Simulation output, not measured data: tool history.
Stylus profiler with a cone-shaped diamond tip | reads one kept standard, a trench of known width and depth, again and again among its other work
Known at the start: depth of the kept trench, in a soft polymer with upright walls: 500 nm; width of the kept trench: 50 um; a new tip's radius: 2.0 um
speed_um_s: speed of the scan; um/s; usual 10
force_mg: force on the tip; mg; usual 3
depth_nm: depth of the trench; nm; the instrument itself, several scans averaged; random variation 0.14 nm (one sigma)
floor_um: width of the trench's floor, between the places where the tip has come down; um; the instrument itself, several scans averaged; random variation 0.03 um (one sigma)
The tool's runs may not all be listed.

Run 1, hour 0: usual settings. Result: depth_nm 505.56 nm, floor_um 45.19 um.
Run 2, hour 102.5: usual settings but force_mg 2.43 mg. Result: depth_nm 504.57 nm, floor_um 45.01 um.
Run 3, hour 193.5: usual settings but force_mg 2.43 mg. Result: depth_nm 504.53 nm, floor_um 45.02 um.
Run 4, hour 261.5: usual settings. Result: depth_nm 505.7 nm, floor_um 44.97 um.
Run 5, hour 324.3: usual settings but speed_um_s 5 um/s. Result: depth_nm 505.39 nm, floor_um 44.95 um.
At hour 415.3: new tip fitted, height scale calibrated.
Run 6, hour 421.3: usual settings. Result: depth_nm 506.14 nm, floor_um 47.28 um.
Run 7, hour 499.2: usual settings. Result: depth_nm 505.95 nm, floor_um 47.16 um.
Run 8, hour 570.6: usual settings. Result: depth_nm 505.75 nm, floor_um 47.12 um.
Run 9, hour 683.1: usual settings. Result: depth_nm 505.75 nm, floor_um 46.93 um.
Run 10, hour 805.2: usual settings. Result: depth_nm 505.35 nm, floor_um 46.94 um.
Run 11, hour 904.7: usual settings but speed_um_s 13 um/s. Result: depth_nm 505.22 nm, floor_um 46.87 um.
Run 12, hour 1020.6: usual settings but speed_um_s 5 um/s. Result: depth_nm 505.31 nm, floor_um 46.76 um.
Run 13, hour 1136.6: usual settings but speed_um_s 5 um/s. Result: depth_nm 505.1 nm, floor_um 46.68 um.
Run 14, hour 1255.2: usual settings but speed_um_s 5 um/s. Result: depth_nm 504.89 nm, floor_um 46.58 um.
Run 15, hour 1351.4: usual settings but speed_um_s 2 um/s. Result: depth_nm 504.95 nm, floor_um 46.57 um.
Run 16, hour 1409.2: usual settings but speed_um_s 2 um/s. Result: depth_nm 504.82 nm, floor_um 46.48 um.
Run 17, hour 1520.9: usual settings but speed_um_s 2 um/s. Result: depth_nm 504.69 nm, floor_um 46.43 um.
Run 18, hour 1649.4: usual settings but speed_um_s 9 um/s, force_mg 1.82 mg. Result: depth_nm 502.83 nm, floor_um 46.32 um.
At hour 1659.4: height scale calibrated on a step standard.
Run 19, hour 1786.1: usual settings but speed_um_s 35 um/s. Result: depth_nm 504.15 nm, floor_um 46.13 um.
Run 20, hour 1916.1: usual settings but speed_um_s 3 um/s, force_mg 1.61 mg. Result: depth_nm 502.02 nm, floor_um 46.12 um.
At hour 1925.4: height scale calibrated on a step standard, once more.
Run 21, hour 2037.6: usual settings but speed_um_s 12 um/s, force_mg 3.36 mg. Result: depth_nm 506.12 nm, floor_um 46.06 um.
Run 22, hour 2170.1: usual settings but speed_um_s 2 um/s, force_mg 1.17 mg. Result: depth_nm 502.85 nm, floor_um 45.98 um.
Run 23, hour 2256.8: usual settings but speed_um_s 35 um/s, force_mg 1.84 mg. Result: depth_nm 503.79 nm, floor_um 45.84 um.
Run 24, hour 2392.9: usual settings but speed_um_s 8 um/s, force_mg 1.15 mg. Result: depth_nm 502.32 nm, floor_um 45.81 um.

The next listed run, before its measurement:
Run 25, hour 2477.6: usual settings but speed_um_s 8 um/s, force_mg 1.15 mg. Result: depth_nm ?, floor_um ?.

Run 25 gave depth_nm 502.35 nm, floor_um 45.71 um.
Without the tool's hidden state the same run would have given depth_nm 503.14 nm, floor_um 47.26 um.
